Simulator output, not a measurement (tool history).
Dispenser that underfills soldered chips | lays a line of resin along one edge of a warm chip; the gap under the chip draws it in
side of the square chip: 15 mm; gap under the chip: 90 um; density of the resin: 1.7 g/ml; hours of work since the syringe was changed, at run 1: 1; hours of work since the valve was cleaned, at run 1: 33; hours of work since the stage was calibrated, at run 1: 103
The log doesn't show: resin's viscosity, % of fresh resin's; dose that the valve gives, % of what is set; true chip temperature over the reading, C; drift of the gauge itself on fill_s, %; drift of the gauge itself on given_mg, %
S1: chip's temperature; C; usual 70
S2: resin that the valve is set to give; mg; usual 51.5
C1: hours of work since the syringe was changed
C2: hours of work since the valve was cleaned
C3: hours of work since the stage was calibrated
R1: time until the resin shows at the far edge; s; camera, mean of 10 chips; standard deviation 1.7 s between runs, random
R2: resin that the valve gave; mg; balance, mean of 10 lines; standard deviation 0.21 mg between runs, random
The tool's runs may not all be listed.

| run | day | S1 | S2 | C1 | C2 | C3 | R1 | R2 |
|---|---|---|---|---|---|---|---|---|
| 1 | 0.000 | 70 | 51.5 | 1 | 33 | 103 | 167.3 | 50.67 |
| 2 | 0.454 | 70 | 51.5 | 9 | 41 | 110 | 313.7 | 50.38 |
|  | 0.512 | new syringe of resin |
| 3 | 0.758 | 70 | 51.5 | 4 | 46 | 115 | 220.9 | 50.36 |
|  | 1.075 | new syringe of resin |
| 4 | 1.188 | 65 | 51.5 | 2 | 53 | 123 | 224.9 | 50.19 |
|  | 1.629 | new syringe of resin |
| 5 | 1.629 | 70 | 50.4 | 0 | 60 | 130 | 156.2 | 48.84 |
| 6 | 2.062 | 70 | 51.5 | 7 | 68 | 137 | 281.3 | 50.02 |
|  | 2.217 | new syringe of resin |
| 7 | 2.479 | 69 | 51.5 | 4 | 75 | 144 | 234.1 | 49.66 |
|  | 2.792 | new syringe of resin |
| 8 | 3.083 | 69 | 51.5 | 5 | 85 | 155 | 241.2 | 49.76 |
|  | 3.342 | new syringe of resin |
| 9 | 3.717 | 69 | 51.5 | 6 | 95 | 165 | 281.4 | 49.31 |
|  | 3.917 | new syringe of resin |
| 10 | 4.342 | 69 | 51.5 | 7 | 106 | 176 | 284.9 | 49.04 |
|  | 4.504 | new syringe of resin |
| 11 | 4.662 | 69 | 51.5 | 3 | 111 | 181 | 202.1 | 48.98 |

Forecast each of these 4 alternatives for the next run:
| A | 4.925 | 66 | 64.5 | 7 | 116 | 186 | ? | ? |
| B | 4.925 | 67 | 52.9 | 7 | 116 | 186 | ? | ? |
| C | 4.925 | 60 | 51.5 | 7 | 116 | 186 | ? | ? |
| D | 4.925 | 59 | 45.4 | 7 | 116 | 186 | ? | ? |

| run | R1 | R2 |
|---|---|---|
| A | 316.7 | 61.76 |
| B | 306.3 | 49.86 |
| C | 423.8 | 48.57 |
| D | 449.0 | 42.77 |
Without the tool's unlogged condition, the same runs would have read:
| run | R1 | R2 |
|---|---|---|
| A | 189.3 | 65.24 |
| B | 182.2 | 52.67 |
| C | 252.3 | 51.31 |
| D | 265.5 | 45.18 |
